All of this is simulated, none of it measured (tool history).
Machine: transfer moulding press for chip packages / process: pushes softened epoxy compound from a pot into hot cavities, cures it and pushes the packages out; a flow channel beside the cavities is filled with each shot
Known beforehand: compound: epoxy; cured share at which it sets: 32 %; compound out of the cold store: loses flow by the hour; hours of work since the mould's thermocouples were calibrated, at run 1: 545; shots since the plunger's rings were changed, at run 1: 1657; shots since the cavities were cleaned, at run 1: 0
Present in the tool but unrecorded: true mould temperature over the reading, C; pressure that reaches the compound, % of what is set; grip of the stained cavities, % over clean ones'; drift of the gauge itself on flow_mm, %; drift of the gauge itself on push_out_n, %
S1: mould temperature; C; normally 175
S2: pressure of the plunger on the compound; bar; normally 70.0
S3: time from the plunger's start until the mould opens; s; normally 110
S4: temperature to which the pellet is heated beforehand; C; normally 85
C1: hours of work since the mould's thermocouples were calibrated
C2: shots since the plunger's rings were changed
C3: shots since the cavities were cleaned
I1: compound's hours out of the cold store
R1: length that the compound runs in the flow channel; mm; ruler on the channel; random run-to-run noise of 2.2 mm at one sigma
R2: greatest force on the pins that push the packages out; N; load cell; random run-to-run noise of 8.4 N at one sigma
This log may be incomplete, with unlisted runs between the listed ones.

run	day	S1	S2	S3	S4	C1	C2	C3	I1	R1	R2
1	0.000	175	70.0	110	85	545	1657	0	27.4	662	385
2	1.779	175	70.0	110	85	573	2106	449	20.5	673	624
# day 2.150: cavities cleaned with cleaning compound and waxed
# day 4.367: cavities cleaned with cleaning compound and waxed
3	4.367	175	70.0	110	85	611	2727	0	18.0	679	399
4	5.512	175	70.0	110	85	629	3017	290	36.8	624	550
# day 6.538: cavities cleaned with cleaning compound and waxed
5	8.292	175	70.0	110	85	671	3702	442	40.3	616	593
# day 8.633: cavities cleaned with cleaning compound and waxed
# day 10.729: cavities cleaned with cleaning compound and waxed
6	11.100	175	70.0	110	85	712	4379	93	10.7	684	461
# day 13.021: cavities cleaned with cleaning compound and waxed
7	13.783	175	70.0	110	85	753	5040	192	28.3	635	538
# day 14.596: plunger's sealing rings changed
# day 15.267: cavities cleaned with cleaning compound and waxed
8	15.550	175	70.0	110	85	778	225	72	12.9	703	451
9	17.171	175	70.0	110	85	803	634	481	15.0	701	646
# day 17.483: cavities cleaned with cleaning compound and waxed
10	18.779	175	70.0	110	85	827	1024	327	18.1	692	588
# day 19.575: cavities cleaned with cleaning compound and waxed
11	21.538	172	70.0	118	85	868	1703	495	32.6	652	647
# day 21.758: cavities cleaned with cleaning compound and waxed
# day 23.675: mould's thermocouples calibrated
# day 23.996: cavities cleaned with cleaning compound and waxed
12	24.475	174	70.0	118	88	11	2392	121	12.8	699	417
# day 26.179: cavities cleaned with cleaning compound and waxed
13	26.179	174	83.9	102	85	37	2807	0	16.4	749	477
14	27.621	174	80.3	94	85	59	3170	363	17.1	727	833
# day 28.283: cavities cleaned with cleaning compound and waxed
15	30.012	174	63.5	137	92	95	3758	436	37.9	588	474
# day 30.396: cavities cleaned with cleaning compound and waxed
16	31.996	174	63.5	137	92	125	4243	404	40.4	581	487
# day 32.529: cavities cleaned with cleaning compound and waxed
17	33.579	174	58.0	137	78	149	4626	265	14.6	612	452

Below are 3 alternative next runs, each starting from the tool's condition after run 17. Predict each:
# day 34.788: cavities cleaned with cleaning compound and waxed
# day 36.146: plunger's sealing rings changed
A	36.496	175	58.3	110	85	191	89	405	24.9	?	?
# day 34.788: cavities cleaned with cleaning compound and waxed
# day 36.146: plunger's sealing rings changed
B	36.496	176	73.7	95	85	191	89	405	27.3	?	?
# day 34.788: cavities cleaned with cleaning compound and waxed
# day 36.146: plunger's sealing rings changed
C	36.496	175	58.4	110	92	191	89	405	16.4	?	?

run	R1	R2
A	620	589
B	691	713
C	642	574
With the hidden condition removed and each run's random variation left untouched, the same runs would have given:
run	R1	R2
A	620	366
B	690	439
C	642	355

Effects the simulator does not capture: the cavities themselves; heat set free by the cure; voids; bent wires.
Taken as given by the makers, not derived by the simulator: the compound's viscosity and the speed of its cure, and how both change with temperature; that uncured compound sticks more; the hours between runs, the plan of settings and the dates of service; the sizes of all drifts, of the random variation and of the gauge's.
